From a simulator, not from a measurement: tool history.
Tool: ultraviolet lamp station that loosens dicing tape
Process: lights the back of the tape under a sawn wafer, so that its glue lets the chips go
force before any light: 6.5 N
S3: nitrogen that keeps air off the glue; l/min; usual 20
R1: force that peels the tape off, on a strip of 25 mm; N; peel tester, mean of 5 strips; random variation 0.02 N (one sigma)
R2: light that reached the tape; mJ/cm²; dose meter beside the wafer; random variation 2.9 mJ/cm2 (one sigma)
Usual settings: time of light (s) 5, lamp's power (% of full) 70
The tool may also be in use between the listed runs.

{"run": 1, "hour": 0.0, "time of light (s)": 5, "lamp's power (% of full)": 70, "S3": 20, "R1": 0.981, "R2": 427}
{"run": 2, "hour": 82.6, "time of light (s)": 5, "lamp's power (% of full)": 70, "S3": 20, "R1": 0.986, "R2": 430}
{"run": 3, "hour": 124.6, "time of light (s)": 5, "lamp's power (% of full)": 70, "S3": 20, "R1": 1.028, "R2": 431}
{"run": 4, "hour": 195.0, "time of light (s)": 5, "lamp's power (% of full)": 70, "S3": 20, "R1": 0.987, "R2": 428}
{"run": 5, "hour": 246.0, "time of light (s)": 5, "lamp's power (% of full)": 70, "S3": 20, "R1": 1.013, "R2": 431}
{"run": 6, "hour": 300.4, "time of light (s)": 5, "lamp's power (% of full)": 70, "S3": 20, "R1": 0.99, "R2": 432}
{"run": 7, "hour": 343.5, "time of light (s)": 5, "lamp's power (% of full)": 70, "S3": 20, "R1": 0.998, "R2": 436}
{"hour": 414.3, "done": "window cleaned of glue's vapour"}
{"run": 8, "hour": 430.6, "time of light (s)": 5, "lamp's power (% of full)": 70, "S3": 20, "R1": 0.964, "R2": 429}
{"run": 9, "hour": 496.0, "time of light (s)": 6, "lamp's power (% of full)": 70, "S3": 20, "R1": 0.704, "R2": 519}
{"run": 10, "hour": 563.7, "time of light (s)": 6, "lamp's power (% of full)": 70, "S3": 20, "R1": 0.713, "R2": 513}
{"run": 11, "hour": 639.1, "time of light (s)": 5, "lamp's power (% of full)": 70, "S3": 21, "R1": 0.972, "R2": 427}
{"run": 12, "hour": 689.8, "time of light (s)": 5, "lamp's power (% of full)": 70, "S3": 21, "R1": 0.97, "R2": 427}
{"run": 13, "hour": 730.3, "time of light (s)": 5, "lamp's power (% of full)": 70, "S3": 21, "R1": 1.004, "R2": 431}
{"run": 14, "hour": 767.4, "time of light (s)": 5, "lamp's power (% of full)": 70, "S3": 21, "R1": 0.943, "R2": 429}
{"run": 15, "hour": 819.9, "time of light (s)": 5, "lamp's power (% of full)": 70, "S3": 21, "R1": 0.969, "R2": 426}
{"hour": 828.7, "done": "window cleaned of glue's vapour"}
{"run": 16, "hour": 908.7, "time of light (s)": 5, "lamp's power (% of full)": 70, "S3": 20, "R1": 0.984, "R2": 432}
{"run": 17, "hour": 952.1, "time of light (s)": 3, "lamp's power (% of full)": 70, "S3": 20, "R1": 2.008, "R2": 255}
{"run": 18, "hour": 1006.6, "time of light (s)": 8, "lamp's power (% of full)": 70, "S3": 20, "R1": 0.414, "R2": 683}
{"hour": 1027.8, "done": "lamp changed"}
{"run": 19, "hour": 1079.5, "time of light (s)": 7, "lamp's power (% of full)": 70, "S3": 20, "R1": 0.534, "R2": 605}
{"run": 20, "hour": 1165.2, "time of light (s)": 7, "lamp's power (% of full)": 70, "S3": 20, "R1": 0.544, "R2": 600}
{"run": 21, "hour": 1206.6, "time of light (s)": 7, "lamp's power (% of full)": 70, "S3": 20, "R1": 0.54, "R2": 604}
{"hour": 1241.5, "done": "window cleaned of glue's vapour"}
{"run": 22, "hour": 1289.0, "time of light (s)": 7, "lamp's power (% of full)": 70, "S3": 20, "R1": 0.531, "R2": 600}
{"run": 23, "hour": 1353.5, "time of light (s)": 7, "lamp's power (% of full)": 70, "S3": 20, "R1": 0.552, "R2": 612}
{"run": 24, "hour": 1390.3, "time of light (s)": 4, "lamp's power (% of full)": 70, "S3": 23, "R1": 1.34, "R2": 346}
{"run": 25, "hour": 1475.9, "time of light (s)": 2, "lamp's power (% of full)": 80, "S3": 21, "R1": 2.675, "R2": 199}
{"run": 26, "hour": 1549.4, "time of light (s)": 2, "lamp's power (% of full)": 80, "S3": 21, "R1": 2.509, "R2": 198}
{"run": 27, "hour": 1607.3, "time of light (s)": 2, "lamp's power (% of full)": 80, "S3": 21, "R1": 2.594, "R2": 196}
{"hour": 1654.8, "done": "window cleaned of glue's vapour"}
{"run": 28, "hour": 1677.2, "time of light (s)": 5, "lamp's power (% of full)": 73, "S3": 8, "R1": 1.255, "R2": 450}
{"run": 29, "hour": 1758.9, "time of light (s)": 7, "lamp's power (% of full)": 93, "S3": 20, "R1": 0.33, "R2": 804}
{"run": 30, "hour": 1822.8, "time of light (s)": 3, "lamp's power (% of full)": 69, "S3": 20, "R1": 2.074, "R2": 254}
{"run": 31, "hour": 1863.3, "time of light (s)": 3, "lamp's power (% of full)": 69, "S3": 20, "R1": 2.035, "R2": 251}
{"run": 32, "hour": 1919.6, "time of light (s)": 2, "lamp's power (% of full)": 61, "S3": 14, "R1": 3.329, "R2": 147}
{"run": 33, "hour": 1996.7, "time of light (s)": 2, "lamp's power (% of full)": 75, "S3": 38, "R1": 2.603, "R2": 186}
{"hour": 2067.8, "done": "window cleaned of glue's vapour"}
{"run": 34, "hour": 2067.8, "time of light (s)": 5, "lamp's power (% of full)": 67, "S3": 28, "R1": 0.971, "R2": 416}
{"run": 35, "hour": 2114.7, "time of light (s)": 2, "lamp's power (% of full)": 100, "S3": 14, "R1": 2.217, "R2": 246}
{"run": 36, "hour": 2204.7, "time of light (s)": 2, "lamp's power (% of full)": 99, "S3": 21, "R1": 2.099, "R2": 246}
{"run": 37, "hour": 2263.8, "time of light (s)": 2, "lamp's power (% of full)": 99, "S3": 21, "R1": 2.179, "R2": 240}
{"run": 38, "hour": 2315.1, "time of light (s)": 2, "lamp's power (% of full)": 99, "S3": 21, "R1": 2.148, "R2": 243}
{"run": 39, "hour": 2388.3, "time of light (s)": 5, "lamp's power (% of full)": 70, "S3": 39, "R1": 0.836, "R2": 431}
{"run": 40, "hour": 2469.3, "time of light (s)": 5, "lamp's power (% of full)": 70, "S3": 39, "R1": 0.78, "R2": 431}
{"hour": 2485.4, "done": "window cleaned of glue's vapour"}
{"run": 41, "hour": 2555.9, "time of light (s)": 5, "lamp's power (% of full)": 70, "S3": 39, "R1": 0.851, "R2": 427}
{"run": 42, "hour": 2619.4, "time of light (s)": 5, "lamp's power (% of full)": 70, "S3": 10, "R1": 1.221, "R2": 431}

Forecast each of these 4 alternatives for the next run:
{"run": "A", "hour": 2707.9, "time of light (s)": 3, "lamp's power (% of full)": 84, "S3": 7, "R1": "?", "R2": "?"}
{"run": "B", "hour": 2707.9, "time of light (s)": 4, "lamp's power (% of full)": 77, "S3": 22, "R1": "?", "R2": "?"}
{"run": "C", "hour": 2707.9, "time of light (s)": 5, "lamp's power (% of full)": 70, "S3": 19, "R1": "?", "R2": "?"}
{"run": "D", "hour": 2707.9, "time of light (s)": 7, "lamp's power (% of full)": 78, "S3": 19, "R1": "?", "R2": "?"}

run=A R1=2.096 R2=314
run=B R1=1.192 R2=377
run=C R1=1.034 R2=421
run=D R1=0.447 R2=667
Without the tool's hidden state the same runs would have given:
run=A R1=2.090 R2=315
run=B R1=1.188 R2=378
run=C R1=1.030 R2=422
run=D R1=0.445 R2=669
